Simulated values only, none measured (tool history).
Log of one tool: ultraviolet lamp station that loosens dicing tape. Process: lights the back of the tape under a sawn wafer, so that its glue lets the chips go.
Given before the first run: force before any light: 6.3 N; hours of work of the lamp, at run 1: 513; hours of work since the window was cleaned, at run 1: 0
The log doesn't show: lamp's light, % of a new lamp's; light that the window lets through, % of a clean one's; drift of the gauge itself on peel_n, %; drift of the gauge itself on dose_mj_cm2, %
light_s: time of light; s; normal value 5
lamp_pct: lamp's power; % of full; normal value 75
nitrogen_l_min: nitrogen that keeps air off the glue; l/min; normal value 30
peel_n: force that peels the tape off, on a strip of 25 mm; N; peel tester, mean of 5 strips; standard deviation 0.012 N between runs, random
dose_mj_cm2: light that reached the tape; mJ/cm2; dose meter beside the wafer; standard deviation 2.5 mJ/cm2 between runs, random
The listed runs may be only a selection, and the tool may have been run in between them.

| run | day | light_s | lamp_pct | nitrogen_l_min | hours of work of the lamp | hours of work since the window was cleaned | peel_n | dose_mj_cm2 |
|---|---|---|---|---|---|---|---|---|
| 1 | 0.000 | 5 | 75 | 30 | 513 | 0 | 0.886 | 248 |
| 2 | 0.562 | 5 | 75 | 30 | 519 | 7 | 0.886 | 254 |
| 3 | 1.292 | 5 | 75 | 30 | 528 | 15 | 0.899 | 246 |
| 4 | 2.000 | 2 | 75 | 30 | 536 | 24 | 2.826 | 100 |
| 5 | 2.533 | 2 | 75 | 30 | 543 | 30 | 2.789 | 95 |
| 6 | 3.671 | 2 | 75 | 30 | 556 | 43 | 2.814 | 95 |
| 7 | 4.688 | 2 | 75 | 30 | 568 | 55 | 2.840 | 96 |
| 8 | 5.533 | 2 | 75 | 30 | 578 | 65 | 3.010 | 94 |
| 9 | 6.125 | 5 | 75 | 45 | 585 | 72 | 0.796 | 236 |
|  | 6.204 | window cleaned of glue's vapour |
| 10 | 6.679 | 5 | 75 | 45 | 591 | 6 | 0.836 | 228 |
| 11 | 7.417 | 5 | 75 | 45 | 600 | 14 | 0.831 | 225 |
| 12 | 8.192 | 5 | 84 | 30 | 609 | 23 | 0.825 | 249 |
| 13 | 9.042 | 5 | 84 | 30 | 619 | 33 | 0.885 | 246 |
| 14 | 10.012 | 6 | 72 | 30 | 630 | 45 | 0.831 | 246 |
| 15 | 11.000 | 6 | 73 | 29 | 642 | 56 | 0.865 | 255 |
|  | 12.000 | window cleaned of glue's vapour, once more |
| 16 | 12.029 | 6 | 73 | 29 | 654 | 0 | 0.746 | 274 |
| 17 | 12.650 | 5 | 84 | 12 | 661 | 8 | 1.334 | 257 |
| 18 | 13.388 | 7 | 67 | 16 | 670 | 16 | 1.001 | 290 |

Predict each of these 5 candidate next runs independently; none follows another, all start after run 18:
| A | 14.112 | 5 | 75 | 9 | 678 | 25 | ? | ? |
| B | 14.112 | 3 | 61 | 13 | 678 | 25 | ? | ? |
| C | 14.112 | 7 | 60 | 16 | 678 | 25 | ? | ? |
| D | 14.112 | 5 | 67 | 21 | 678 | 25 | ? | ? |
| E | 14.112 | 7 | 67 | 14 | 678 | 25 | ? | ? |

| run | peel_n | dose_mj_cm2 |
|---|---|---|
| A | 1.826 | 228 |
| B | 3.188 | 110 |
| C | 1.195 | 253 |
| D | 1.437 | 205 |
| E | 1.021 | 279 |
What these runs would have given with no unlogged condition in the tool:
| run | peel_n | dose_mj_cm2 |
|---|---|---|
| A | 1.157 | 317 |
| B | 2.448 | 152 |
| C | 0.663 | 352 |
| D | 0.840 | 285 |
| E | 0.546 | 388 |
